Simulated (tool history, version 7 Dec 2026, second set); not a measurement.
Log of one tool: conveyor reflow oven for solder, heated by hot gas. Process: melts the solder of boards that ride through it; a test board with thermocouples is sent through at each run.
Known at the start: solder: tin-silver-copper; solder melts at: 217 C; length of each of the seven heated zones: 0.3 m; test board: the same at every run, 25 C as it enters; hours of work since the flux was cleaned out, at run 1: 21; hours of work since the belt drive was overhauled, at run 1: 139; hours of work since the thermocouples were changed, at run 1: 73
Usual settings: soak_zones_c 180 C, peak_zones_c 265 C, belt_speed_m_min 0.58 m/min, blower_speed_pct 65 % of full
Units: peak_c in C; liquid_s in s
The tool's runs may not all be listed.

run,hour,soak_zones_c,peak_zones_c,belt_speed_m_min,blower_speed_pct,hours of work since the flux was cleaned out,hours of work since the belt drive was overhauled,hours of work since the thermocouples were changed,peak_c,liquid_s
1,0,180,265,0.58,65,21,139,73,248.6,45.5
2,8.5,180,265,0.58,65,25,143,77,248.6,45.1
3,18.1,180,265,0.58,65,29,147,81,248.3,45.7
4,37.4,180,265,0.58,65,38,156,90,248.7,45.5
5,51.5,180,274,0.58,65,44,163,97,256.3,49.8
6,61.9,180,274,0.58,65,49,167,101,256,49.9
7,75.9,180,274,0.58,65,56,174,108,256,50.4
8,87.8,168,274,0.58,65,61,179,113,253.8,44.8
9,100.4,195,265,0.58,65,67,185,119,251.5,53.3
10,111,180,265,0.663,71,72,190,124,246,37.2
11,130.2,175,265,0.663,71,81,199,133,244.3,35.2
12,148.3,175,265,0.663,71,89,207,142,244,34.9
13,166.5,175,265,0.663,71,98,216,150,244.2,34.9
14,182.2,192,280,0.514,60,105,223,157,265.8,66.5
15,190.8,192,280,0.514,60,109,227,161,266,66
16,199,180,259,0.535,65,113,231,165,245.6,48.5
17,208.1,184,254,0.58,54,117,235,169,237.3,37.6
18,217.8,184,254,0.579,53,122,240,174,237,37.3

5 ways to go on from here, each from the tool as it stands after run 18. What would each give?
A,232.3,180,269,0.643,65,128,246,181,?,?
B,232.3,180,265,0.597,65,128,246,181,?,?
C,232.3,184,262,0.642,74,128,246,181,?,?
D,232.3,180,262,0.62,57,128,246,181,?,?
E,232.3,184,255,0.593,53,128,246,181,?,?

run,peak_c,liquid_s
A,248.1,40.5
B,247.5,42.8
C,245.4,40.6
D,241.4,36.3
E,236.8,35.6
Without the tool's hidden state the same runs would have given:
run,peak_c,liquid_s
A,248.1,40.5
B,247.6,42.8
C,245.5,40.7
D,241.5,36.4
E,236.9,35.6
